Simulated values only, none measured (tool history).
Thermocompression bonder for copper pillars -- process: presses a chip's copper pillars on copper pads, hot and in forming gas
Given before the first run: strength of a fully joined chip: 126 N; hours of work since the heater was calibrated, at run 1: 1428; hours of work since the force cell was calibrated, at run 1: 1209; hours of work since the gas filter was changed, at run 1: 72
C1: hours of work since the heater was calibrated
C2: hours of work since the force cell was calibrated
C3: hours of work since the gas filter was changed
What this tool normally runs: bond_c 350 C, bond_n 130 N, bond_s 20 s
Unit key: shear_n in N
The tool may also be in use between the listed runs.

run 1 hour=0 | bond_c=350 bond_n=130 bond_s=20 | C1=1428 C2=1209 C3=72 | shear_n=53
run 2 hour=36.7 | bond_c=350 bond_n=109 bond_s=20 | C1=1455 C2=1236 C3=99 | shear_n=45.6
-- hour=46.1 forming gas filter changed
run 3 hour=65.3 | bond_c=350 bond_n=109 bond_s=20 | C1=1476 C2=1257 C3=14 | shear_n=45.8
run 4 hour=91.8 | bond_c=350 bond_n=109 bond_s=20 | C1=1496 C2=1277 C3=34 | shear_n=46.4
run 5 hour=147 | bond_c=350 bond_n=109 bond_s=20 | C1=1537 C2=1318 C3=75 | shear_n=46.2
run 6 hour=185.4 | bond_c=350 bond_n=109 bond_s=20 | C1=1565 C2=1346 C3=103 | shear_n=45.6
-- hour=189.6 forming gas filter changed
run 7 hour=240.1 | bond_c=350 bond_n=109 bond_s=20 | C1=1606 C2=1386 C3=38 | shear_n=46.3
run 8 hour=282.6 | bond_c=375 bond_n=109 bond_s=20 | C1=1637 C2=1418 C3=69 | shear_n=56.6
run 9 hour=306.2 | bond_c=350 bond_n=130 bond_s=20 | C1=1655 C2=1436 C3=87 | shear_n=53.5
-- hour=334.9 forming gas filter changed
run 10 hour=345 | bond_c=350 bond_n=130 bond_s=20 | C1=1683 C2=1464 C3=7 | shear_n=53.7
run 11 hour=374.1 | bond_c=350 bond_n=130 bond_s=20 | C1=1705 C2=1486 C3=29 | shear_n=53.3
-- hour=407.2 heater calibrated with a thermocouple chip
run 12 hour=426.2 | bond_c=350 bond_n=130 bond_s=20 | C1=14 C2=1523 C3=66 | shear_n=53.2
run 13 hour=475.6 | bond_c=350 bond_n=130 bond_s=20 | C1=51 C2=1560 C3=103 | shear_n=52.2
-- hour=483.7 forming gas filter changed
run 14 hour=523.6 | bond_c=370 bond_n=123 bond_s=18 | C1=86 C2=1595 C3=30 | shear_n=57.7
run 15 hour=573.9 | bond_c=334 bond_n=123 bond_s=12 | C1=123 C2=1632 C3=67 | shear_n=35.5
run 16 hour=598.5 | bond_c=334 bond_n=123 bond_s=12 | C1=142 C2=1651 C3=85 | shear_n=34.9
-- hour=626.4 forming gas filter changed
run 17 hour=650 | bond_c=350 bond_n=121 bond_s=13 | C1=180 C2=1688 C3=18 | shear_n=42.5
run 18 hour=692.5 | bond_c=350 bond_n=80 bond_s=33 | C1=211 C2=1720 C3=49 | shear_n=42.1
run 19 hour=721.6 | bond_c=379 bond_n=107 bond_s=44 | C1=233 C2=1742 C3=71 | shear_n=74.6
run 20 hour=761.3 | bond_c=355 bond_n=130 bond_s=14 | C1=262 C2=1771 C3=100 | shear_n=48.1
-- hour=771.1 forming gas filter changed
run 21 hour=803.3 | bond_c=379 bond_n=179 bond_s=20 | C1=293 C2=1802 C3=24 | shear_n=83.3
run 22 hour=843.2 | bond_c=379 bond_n=179 bond_s=20 | C1=323 C2=1832 C3=54 | shear_n=83.1

Alternative continuations, all from the tool just after run 22; predict every row:
run A hour=884.4 | bond_c=350 bond_n=101 bond_s=20 | C1=353 C2=1862 C3=84 | shear_n=?
run B hour=884.4 | bond_c=328 bond_n=130 bond_s=20 | C1=353 C2=1862 C3=84 | shear_n=?
run C hour=884.4 | bond_c=365 bond_n=179 bond_s=20 | C1=353 C2=1862 C3=84 | shear_n=?
run D hour=884.4 | bond_c=361 bond_n=148 bond_s=39 | C1=353 C2=1862 C3=84 | shear_n=?
run E hour=884.4 | bond_c=350 bond_n=148 bond_s=20 | C1=353 C2=1862 C3=84 | shear_n=?

run=A shear_n=43
run=B shear_n=42.8
run=C shear_n=74.8
run=D shear_n=78.8
run=E shear_n=58.5
The same runs, with their run-to-run variation unchanged, on a tool lacking any hidden condition would have given:
run=A shear_n=43
run=B shear_n=42.8
run=C shear_n=74.9
run=D shear_n=79
run=E shear_n=58.6
